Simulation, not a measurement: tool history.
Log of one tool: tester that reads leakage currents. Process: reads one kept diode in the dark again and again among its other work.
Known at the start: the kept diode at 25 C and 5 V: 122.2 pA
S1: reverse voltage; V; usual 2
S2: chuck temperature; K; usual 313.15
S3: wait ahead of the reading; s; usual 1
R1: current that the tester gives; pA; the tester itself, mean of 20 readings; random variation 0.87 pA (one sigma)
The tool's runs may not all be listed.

run    hour     S1      S2    S3       R1
  1       0      2  313.15     1    305.1
  2    89.4      2  313.15     1   305.47
  3   153.7      2  313.15  0.87   307.36
  4   235.7      2  313.15  0.87   308.12
  5   287.8      2  313.15  0.87   308.95
  6   347.3      2  303.15     1   144.94
  7     405      2  303.15     1   144.81
  8   493.2      2  313.15  8.35   312.41
  9   548.5      2  313.15  8.35   313.05
 10   640.1      2  313.15  8.35   311.81
 11   695.9      2  313.15  8.35   311.58
 12   787.3      2  313.15  8.35   314.12
 13   850.2      2  331.15  8.35  1104.05
 14   888.4      2  331.15  8.35  1107.99
 15   929.3  12.88  331.15  8.35  2074.06
 16  1015.5  12.88  331.15  2.09  2094.49
 17  1099.1      2  313.15  6.25   318.33
       1105  -- chuck's temperature calibrated
 18  1139.8      2  303.15     1   160.36
 19  1222.7      2  303.15     1   160.56
 20  1267.2  10.39  305.15  3.06   329.05
 21    1316  10.39  305.15  3.06   331.81
 22  1400.3  10.39  305.15  1.77   332.92
 23  1460.1  10.39  305.15  1.77   333.52
 24  1516.1   5.33  308.15  4.52    330.8
 25  1598.2   5.33  308.15  4.52   332.96
     1629.4  -- chuck's temperature calibrated, once more
 26  1656.5   9.35  310.15  5.46   388.24
 27  1727.8   9.35  310.15  5.46    388.4
 28  1814.6   3.04  304.15     1   167.14
 29  1856.9   2.61  295.15  4.79    77.17
 30  1905.1   2.61  295.15  4.79    77.27
 31  1953.6   1.54  313.15  2.58   264.43
 32  2012.7   1.82  320.15  1.47    467.3
 33  2077.8   2.78  294.15  0.57    74.48
 34  2155.4    3.8  294.15   4.1    82.55
 35  2238.1  15.49  304.15  2.45   302.13
 36  2281.1   7.01  315.15     1    523.8
 37  2332.9   5.98  308.15  0.42   296.01
 38  2406.4   5.98  308.15  0.42   296.64

4 ways to go on from here, each from the tool as it stands after run 38. What would each give?
  A  2473.2   7.12  313.15     1   ?
  B  2473.2  14.22  302.15  0.71   ?
  C  2473.2   6.03  313.15     1   ?
  D  2473.2   8.06  308.15  1.46   ?

run      R1
  A  455.98
  B  254.51
  C  431.43
  D  326.33
Without the tool's hidden state the same runs would have given:
run      R1
  A  447.13
  B  243.74
  C  423.42
  D  318.12

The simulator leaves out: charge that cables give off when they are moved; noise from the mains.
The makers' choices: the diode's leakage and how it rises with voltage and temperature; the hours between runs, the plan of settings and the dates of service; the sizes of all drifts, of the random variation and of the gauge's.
